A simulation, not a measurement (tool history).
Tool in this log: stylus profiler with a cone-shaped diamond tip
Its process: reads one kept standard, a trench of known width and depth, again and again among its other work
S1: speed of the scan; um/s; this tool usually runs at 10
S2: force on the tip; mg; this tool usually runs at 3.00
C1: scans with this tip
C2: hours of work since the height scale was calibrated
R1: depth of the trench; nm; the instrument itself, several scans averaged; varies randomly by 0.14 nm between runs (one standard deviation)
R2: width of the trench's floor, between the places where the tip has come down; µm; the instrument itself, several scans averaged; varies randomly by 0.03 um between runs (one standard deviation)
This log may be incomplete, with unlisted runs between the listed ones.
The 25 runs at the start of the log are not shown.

-- day=34.608 height scale calibrated on a step standard, once more
run 26 day=35.050 | S1=10 S2=3.00 | C1=12475 C2=5 | R1=508.99 R2=13.79
run 27 day=36.567 | S1=14 S2=1.06 | C1=12666 C2=22 | R1=504.81 R2=13.75
run 28 day=37.971 | S1=11 S2=3.00 | C1=12843 C2=38 | R1=509.05 R2=13.77
run 29 day=39.529 | S1=6 S2=3.12 | C1=13038 C2=55 | R1=509.41 R2=13.77
run 30 day=40.517 | S1=11 S2=1.04 | C1=13162 C2=66 | R1=504.68 R2=13.74
run 31 day=42.071 | S1=3 S2=2.25 | C1=13358 C2=83 | R1=507.52 R2=13.69
run 32 day=43.662 | S1=3 S2=2.25 | C1=13558 C2=101 | R1=507.77 R2=13.74
run 33 day=45.017 | S1=3 S2=2.25 | C1=13728 C2=116 | R1=507.75 R2=13.73
run 34 day=46.833 | S1=3 S2=2.25 | C1=13957 C2=136 | R1=507.91 R2=13.66
run 35 day=48.642 | S1=3 S2=2.25 | C1=14184 C2=157 | R1=507.78 R2=13.61
run 36 day=49.983 | S1=3 S2=2.25 | C1=14353 C2=172 | R1=507.77 R2=13.64
run 37 day=51.792 | S1=3 S2=2.25 | C1=14580 C2=192 | R1=507.98 R2=13.61
run 38 day=53.462 | S1=26 S2=1.84 | C1=14790 C2=210 | R1=507.22 R2=13.52
run 39 day=54.738 | S1=33 S2=3.00 | C1=14950 C2=225 | R1=509.49 R2=13.43
run 40 day=56.646 | S1=3 S2=1.13 | C1=15190 C2=246 | R1=505.21 R2=13.50
run 41 day=58.100 | S1=3 S2=1.13 | C1=15373 C2=262 | R1=505.65 R2=13.55
run 42 day=59.592 | S1=32 S2=3.46 | C1=15560 C2=279 | R1=510.66 R2=13.42
-- day=60.583 new tip fitted, height scale calibrated
run 43 day=61.658 | S1=14 S2=2.28 | C1=135 C2=12 | R1=507.61 R2=15.50
run 44 day=62.758 | S1=2 S2=3.16 | C1=273 C2=24 | R1=509.51 R2=15.46
run 45 day=64.167 | S1=2 S2=3.16 | C1=450 C2=40 | R1=509.40 R2=15.46

Predict each of these 3 candidate next runs independently; none follows another, all start after run 45:
run A day=64.988 | S1=13 S2=2.44 | C1=553 C2=49 | R1=? R2=?
run B day=64.988 | S1=4 S2=3.16 | C1=553 C2=49 | R1=? R2=?
run C day=64.988 | S1=9 S2=1.25 | C1=553 C2=49 | R1=? R2=?

run=A R1=507.64 R2=15.43
run=B R1=509.64 R2=15.45
run=C R1=505.07 R2=15.42
The same runs, with their run-to-run variation unchanged, on a tool lacking any hidden condition would have given:
run=A R1=507.49 R2=15.62
run=B R1=509.49 R2=15.64
run=C R1=504.92 R2=15.60

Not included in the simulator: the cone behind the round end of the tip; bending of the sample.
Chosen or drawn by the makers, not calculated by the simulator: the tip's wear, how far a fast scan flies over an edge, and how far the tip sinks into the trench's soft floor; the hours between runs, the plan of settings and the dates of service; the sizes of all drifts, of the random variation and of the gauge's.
